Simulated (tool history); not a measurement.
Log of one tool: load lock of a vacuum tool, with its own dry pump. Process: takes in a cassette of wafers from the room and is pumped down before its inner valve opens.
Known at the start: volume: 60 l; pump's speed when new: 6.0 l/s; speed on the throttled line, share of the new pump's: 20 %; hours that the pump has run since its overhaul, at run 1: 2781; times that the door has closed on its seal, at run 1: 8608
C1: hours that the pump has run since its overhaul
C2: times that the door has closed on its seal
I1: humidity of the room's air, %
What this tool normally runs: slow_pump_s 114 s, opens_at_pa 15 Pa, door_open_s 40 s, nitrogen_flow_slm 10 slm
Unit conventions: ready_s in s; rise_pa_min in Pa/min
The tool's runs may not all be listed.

run 1 hour=0 | slow_pump_s=114 opens_at_pa=15 door_open_s=40 nitrogen_flow_slm=10 | C1=2781 C2=8608 | I1=46.5 | ready_s=184.6 rise_pa_min=0.053
run 2 hour=92.2 | slow_pump_s=114 opens_at_pa=15 door_open_s=37 nitrogen_flow_slm=10 | C1=2873 C2=9030 | I1=44.9 | ready_s=184.6 rise_pa_min=0.046
run 3 hour=138.8 | slow_pump_s=128 opens_at_pa=15 door_open_s=37 nitrogen_flow_slm=10 | C1=2920 C2=9243 | I1=45.4 | ready_s=195.8 rise_pa_min=0.045
run 4 hour=196.8 | slow_pump_s=128 opens_at_pa=15 door_open_s=37 nitrogen_flow_slm=10 | C1=2978 C2=9508 | I1=44.7 | ready_s=195.3 rise_pa_min=0.049
run 5 hour=267 | slow_pump_s=114 opens_at_pa=15 door_open_s=130 nitrogen_flow_slm=10 | C1=3048 C2=9829 | I1=44.9 | ready_s=183.7 rise_pa_min=0.069
run 6 hour=312.5 | slow_pump_s=114 opens_at_pa=15 door_open_s=40 nitrogen_flow_slm=10 | C1=3093 C2=10037 | I1=44.6 | ready_s=182.9 rise_pa_min=0.051
run 7 hour=385.1 | slow_pump_s=114 opens_at_pa=27 door_open_s=40 nitrogen_flow_slm=10 | C1=3166 C2=10369 | I1=45 | ready_s=177.8 rise_pa_min=0.05
run 8 hour=448.5 | slow_pump_s=114 opens_at_pa=27 door_open_s=40 nitrogen_flow_slm=10 | C1=3229 C2=10659 | I1=44.9 | ready_s=176.9 rise_pa_min=0.053
run 9 hour=534.9 | slow_pump_s=114 opens_at_pa=15 door_open_s=40 nitrogen_flow_slm=10 | C1=3316 C2=11054 | I1=42.2 | ready_s=182.4 rise_pa_min=0.055
run 10 hour=586.3 | slow_pump_s=114 opens_at_pa=15 door_open_s=40 nitrogen_flow_slm=10 | C1=3367 C2=11289 | I1=44.2 | ready_s=183.5 rise_pa_min=0.056
run 11 hour=650.3 | slow_pump_s=114 opens_at_pa=29 door_open_s=40 nitrogen_flow_slm=10 | C1=3431 C2=11582 | I1=45.3 | ready_s=177.9 rise_pa_min=0.06
run 12 hour=727.6 | slow_pump_s=201 opens_at_pa=24 door_open_s=83 nitrogen_flow_slm=38 | C1=3508 C2=11935 | I1=45 | ready_s=248.1 rise_pa_min=0.048
run 13 hour=776.6 | slow_pump_s=130 opens_at_pa=18 door_open_s=40 nitrogen_flow_slm=13 | C1=3557 C2=12159 | I1=45.5 | ready_s=194.5 rise_pa_min=0.049
run 14 hour=871.2 | slow_pump_s=197 opens_at_pa=11 door_open_s=40 nitrogen_flow_slm=10 | C1=3652 C2=12592 | I1=43 | ready_s=253.5 rise_pa_min=0.059
run 15 hour=966.7 | slow_pump_s=197 opens_at_pa=11 door_open_s=40 nitrogen_flow_slm=10 | C1=3748 C2=13028 | I1=47.5 | ready_s=253.2 rise_pa_min=0.057
run 16 hour=1006.1 | slow_pump_s=123 opens_at_pa=15 door_open_s=40 nitrogen_flow_slm=9 | C1=3787 C2=13208 | I1=42 | ready_s=190.1 rise_pa_min=0.059
run 17 hour=1081.9 | slow_pump_s=160 opens_at_pa=10 door_open_s=40 nitrogen_flow_slm=9 | C1=3863 C2=13555 | I1=46.3 | ready_s=222.6 rise_pa_min=0.063
run 18 hour=1169.9 | slow_pump_s=160 opens_at_pa=10 door_open_s=40 nitrogen_flow_slm=9 | C1=3951 C2=13957 | I1=45.8 | ready_s=224.2 rise_pa_min=0.064
run 19 hour=1208.8 | slow_pump_s=168 opens_at_pa=27 door_open_s=182 nitrogen_flow_slm=7 | C1=3990 C2=14136 | I1=44.1 | ready_s=220.9 rise_pa_min=0.105
run 20 hour=1294.5 | slow_pump_s=168 opens_at_pa=27 door_open_s=182 nitrogen_flow_slm=7 | C1=4075 C2=14527 | I1=43.7 | ready_s=216.3 rise_pa_min=0.105
run 21 hour=1343.3 | slow_pump_s=80 opens_at_pa=15 door_open_s=40 nitrogen_flow_slm=31 | C1=4124 C2=14750 | I1=49.7 | ready_s=157.2 rise_pa_min=0.052
run 22 hour=1437.9 | slow_pump_s=80 opens_at_pa=15 door_open_s=40 nitrogen_flow_slm=31 | C1=4219 C2=15183 | I1=47.5 | ready_s=157.8 rise_pa_min=0.055

Here are 3 independent what-if runs from the current tool condition. What would each one return?
run A hour=1534 | slow_pump_s=80 opens_at_pa=27 door_open_s=40 nitrogen_flow_slm=31 | C1=4315 C2=15623 | I1=46 | ready_s=? rise_pa_min=?
run B hour=1534 | slow_pump_s=114 opens_at_pa=17 door_open_s=40 nitrogen_flow_slm=9 | C1=4315 C2=15623 | I1=45.9 | ready_s=? rise_pa_min=?
run C hour=1534 | slow_pump_s=176 opens_at_pa=15 door_open_s=127 nitrogen_flow_slm=6 | C1=4315 C2=15623 | I1=44.5 | ready_s=? rise_pa_min=?

run=A ready_s=150.3 rise_pa_min=0.056
run=B ready_s=184.6 rise_pa_min=0.074
run=C ready_s=233 rise_pa_min=0.1
Had the tool no hidden state, the same runs would have come out as:
run=A ready_s=144.7 rise_pa_min=0.013
run=B ready_s=179.2 rise_pa_min=0.03
run=C ready_s=228.3 rise_pa_min=0.057
